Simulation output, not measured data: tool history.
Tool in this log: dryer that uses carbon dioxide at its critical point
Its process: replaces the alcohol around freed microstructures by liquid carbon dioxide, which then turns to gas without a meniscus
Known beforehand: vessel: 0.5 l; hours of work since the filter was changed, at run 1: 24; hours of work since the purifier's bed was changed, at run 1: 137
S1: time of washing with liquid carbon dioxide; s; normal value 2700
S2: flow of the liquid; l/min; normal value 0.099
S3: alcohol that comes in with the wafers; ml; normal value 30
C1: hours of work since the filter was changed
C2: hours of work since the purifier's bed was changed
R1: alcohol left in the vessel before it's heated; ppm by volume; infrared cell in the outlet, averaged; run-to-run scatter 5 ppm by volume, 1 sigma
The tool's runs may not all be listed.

run,day,S1,S2,S3,C1,C2,R1
1,0,2700,0.099,30,24,137,67
2,0.404,2700,0.099,30,29,142,58
3,0.817,2040,0.099,30,34,146,216
4,1.225,2040,0.099,30,38,151,215
5,1.412,2040,0.099,30,40,153,214
6,1.817,2040,0.099,30,45,157,229
7,2.096,2700,0.099,30,48,160,67
8,2.462,2700,0.099,30,52,165,69
9,2.758,2700,0.099,30,55,168,82
10,3.042,2700,0.099,30,58,171,69
11,3.246,2700,0.099,29,61,173,71
12,3.433,2700,0.0812,30,63,175,165
13,3.733,2700,0.099,30,66,179,70
14,4.071,2700,0.099,69,70,183,123
15,4.296,2700,0.099,69,72,185,114
16,4.575,2700,0.099,69,76,188,122
17,4.817,2700,0.099,30,78,191,80
18,5.162,2700,0.099,30,82,195,80
19,5.438,2700,0.099,30,85,198,90
20,5.738,2700,0.099,56,89,201,115
21,5.912,2700,0.099,56,91,203,130
22,6.292,2700,0.099,56,95,207,111
23,6.583,2700,0.099,56,98,211,111
24,6.975,2820,0.1624,29,102,215,64
25,7.354,1800,0.0726,24,107,219,1242
26,7.621,1800,0.0726,24,110,222,1280
27,7.996,2640,0.0601,40,114,227,966
28,8.308,1860,0.099,55,117,230,676
29,8.483,2700,0.099,54,119,232,123
30,8.804,3900,0.099,54,123,236,64
31,9.05,2700,0.099,29,126,238,100
32,9.371,3960,0.1358,30,129,242,72
33,9.767,2700,0.0891,113,134,246,350
34,10.05,2700,0.0891,113,137,250,338
35,10.262,4080,0.1348,106,139,252,66
36,10.438,2700,0.1353,106,141,254,76
37,10.833,2700,0.1353,106,146,258,81
38,11.217,3780,0.099,58,150,263,77
39,11.567,2820,0.1483,22,154,267,75
40,11.917,2820,0.1483,22,158,270,74
41,12.217,1620,0.1341,30,161,274,216
42,12.596,1980,0.1023,67,165,278,572
43,12.775,3420,0.0699,30,167,280,169
# day 13.012: inlet filter changed
44,13.196,3420,0.0649,30,2,284,166
45,13.525,3420,0.0649,30,6,288,171
46,13.904,3420,0.0649,30,10,292,182

Predict each of these 4 candidate next runs independently; none follows another, all start after run 46:
A,14.204,2940,0.1399,24,13,296,?
B,14.204,3420,0.0774,22,13,296,?
C,14.204,3840,0.0907,43,13,296,?
D,14.204,3120,0.1078,30,13,296,?

run,R1
A,84
B,109
C,89
D,88
With the hidden condition removed and each run's random variation left untouched, the same runs would have given:
run,R1
A,6
B,28
C,12
D,10
